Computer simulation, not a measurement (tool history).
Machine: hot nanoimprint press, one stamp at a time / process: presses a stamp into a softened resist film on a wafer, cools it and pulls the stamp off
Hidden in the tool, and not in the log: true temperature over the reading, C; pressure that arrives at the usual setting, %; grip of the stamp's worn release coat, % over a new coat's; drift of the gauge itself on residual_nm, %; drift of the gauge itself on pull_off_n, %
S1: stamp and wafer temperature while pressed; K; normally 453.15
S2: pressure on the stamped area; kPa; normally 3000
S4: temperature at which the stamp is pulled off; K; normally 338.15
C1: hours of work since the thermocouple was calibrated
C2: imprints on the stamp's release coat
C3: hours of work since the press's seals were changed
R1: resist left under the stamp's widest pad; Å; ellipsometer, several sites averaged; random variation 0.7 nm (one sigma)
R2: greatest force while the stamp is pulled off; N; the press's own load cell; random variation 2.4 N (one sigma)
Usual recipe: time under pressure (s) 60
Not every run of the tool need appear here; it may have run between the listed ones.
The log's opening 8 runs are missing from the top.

{"run": 9, "day": 12.742, "S1": 453.15, "S2": 3000, "time under pressure (s)": 60, "S4": 337.15, "C1": 321, "C2": 1202, "C3": 378, "R1": 1388, "R2": 148}
{"day": 13.071, "done": "plate thermocouple calibrated"}
{"day": 14.333, "done": "stamp cleaned and given a new release coat"}
{"run": 10, "day": 14.592, "S1": 453.15, "S2": 3000, "time under pressure (s)": 60, "S4": 338.15, "C1": 20, "C2": 32, "C3": 401, "R1": 1386, "R2": 110}
{"run": 11, "day": 16.408, "S1": 453.15, "S2": 3000, "time under pressure (s)": 60, "S4": 338.15, "C1": 48, "C2": 258, "C3": 429, "R1": 1407, "R2": 117}
{"run": 12, "day": 18.125, "S1": 453.15, "S2": 3000, "time under pressure (s)": 60, "S4": 338.15, "C1": 75, "C2": 472, "C3": 456, "R1": 1378, "R2": 120}
{"run": 13, "day": 19.838, "S1": 453.15, "S2": 3000, "time under pressure (s)": 31, "S4": 338.15, "C1": 101, "C2": 685, "C3": 482, "R1": 1674, "R2": 127}
{"run": 14, "day": 20.996, "S1": 453.15, "S2": 3000, "time under pressure (s)": 70, "S4": 338.15, "C1": 119, "C2": 829, "C3": 500, "R1": 1326, "R2": 129}
{"run": 15, "day": 22.792, "S1": 453.15, "S2": 3480, "time under pressure (s)": 60, "S4": 338.15, "C1": 147, "C2": 1052, "C3": 528, "R1": 1286, "R2": 135}
{"day": 24.621, "done": "plate thermocouple calibrated, once more"}
{"run": 16, "day": 24.725, "S1": 453.15, "S2": 3480, "time under pressure (s)": 60, "S4": 338.15, "C1": 2, "C2": 1277, "C3": 557, "R1": 1314, "R2": 145}
{"day": 25.6, "done": "stamp cleaned and given a new release coat"}
{"run": 17, "day": 25.933, "S1": 453.15, "S2": 3480, "time under pressure (s)": 60, "S4": 338.15, "C1": 17, "C2": 42, "C3": 571, "R1": 1327, "R2": 111}
{"run": 18, "day": 27.717, "S1": 453.15, "S2": 3480, "time under pressure (s)": 60, "S4": 338.15, "C1": 44, "C2": 263, "C3": 599, "R1": 1343, "R2": 118}
{"run": 19, "day": 29.538, "S1": 453.15, "S2": 3480, "time under pressure (s)": 60, "S4": 338.15, "C1": 73, "C2": 490, "C3": 628, "R1": 1327, "R2": 124}
{"run": 20, "day": 30.633, "S1": 457.15, "S2": 2600, "time under pressure (s)": 60, "S4": 338.15, "C1": 90, "C2": 626, "C3": 645, "R1": 1367, "R2": 127}
{"run": 21, "day": 31.783, "S1": 453.15, "S2": 3000, "time under pressure (s)": 60, "S4": 338.15, "C1": 108, "C2": 770, "C3": 663, "R1": 1438, "R2": 123}
{"run": 22, "day": 32.921, "S1": 453.15, "S2": 3000, "time under pressure (s)": 60, "S4": 340.15, "C1": 125, "C2": 911, "C3": 680, "R1": 1412, "R2": 133}
{"run": 23, "day": 34.654, "S1": 453.15, "S2": 1960, "time under pressure (s)": 60, "S4": 339.15, "C1": 152, "C2": 1127, "C3": 707, "R1": 1723, "R2": 141}
{"run": 24, "day": 35.942, "S1": 453.15, "S2": 1960, "time under pressure (s)": 60, "S4": 339.15, "C1": 172, "C2": 1287, "C3": 727, "R1": 1724, "R2": 145}
{"day": 36.829, "done": "stamp cleaned and given a new release coat"}
{"run": 25, "day": 37.1, "S1": 453.15, "S2": 1960, "time under pressure (s)": 60, "S4": 339.15, "C1": 187, "C2": 34, "C3": 741, "R1": 1711, "R2": 110}
{"run": 26, "day": 38.283, "S1": 459.15, "S2": 2800, "time under pressure (s)": 105, "S4": 333.15, "C1": 205, "C2": 181, "C3": 760, "R1": 1058, "R2": 124}
{"run": 27, "day": 40.042, "S1": 459.15, "S2": 2800, "time under pressure (s)": 105, "S4": 333.15, "C1": 232, "C2": 400, "C3": 787, "R1": 1058, "R2": 128}
{"run": 28, "day": 40.85, "S1": 453.15, "S2": 1980, "time under pressure (s)": 60, "S4": 324.15, "C1": 245, "C2": 500, "C3": 800, "R1": 1720, "R2": 151}
{"run": 29, "day": 41.938, "S1": 461.15, "S2": 1980, "time under pressure (s)": 60, "S4": 335.15, "C1": 262, "C2": 636, "C3": 817, "R1": 1417, "R2": 129}
{"run": 30, "day": 43.575, "S1": 461.15, "S2": 1980, "time under pressure (s)": 60, "S4": 335.15, "C1": 287, "C2": 839, "C3": 842, "R1": 1422, "R2": 134}
{"run": 31, "day": 44.429, "S1": 461.15, "S2": 1870, "time under pressure (s)": 51, "S4": 334.15, "C1": 301, "C2": 946, "C3": 856, "R1": 1525, "R2": 148}

Each row is a separate what-if for the run after 31, all from the same tool condition, not one after another. Results?
{"day": 46.075, "done": "plate thermocouple calibrated"}
{"run": "A", "day": 46.396, "S1": 442.15, "S2": 1870, "time under pressure (s)": 51, "S4": 343.15, "C1": 5, "C2": 1175, "C3": 884, "R1": "?", "R2": "?"}
{"day": 46.075, "done": "plate thermocouple calibrated"}
{"run": "B", "day": 46.396, "S1": 445.15, "S2": 1870, "time under pressure (s)": 45, "S4": 334.15, "C1": 5, "C2": 1175, "C3": 884, "R1": "?", "R2": "?"}
{"day": 46.075, "done": "plate thermocouple calibrated"}
{"run": "C", "day": 46.396, "S1": 461.15, "S2": 1870, "time under pressure (s)": 51, "S4": 334.15, "C1": 5, "C2": 1175, "C3": 884, "R1": "?", "R2": "?"}

run=A R1=2188 R2=129
run=B R1=2119 R2=146
run=C R1=1543 R2=153
Without the tool's unlogged condition, the same runs would have read:
run=A R1=2173 R2=101
run=B R1=2102 R2=115
run=C R1=1517 R2=120
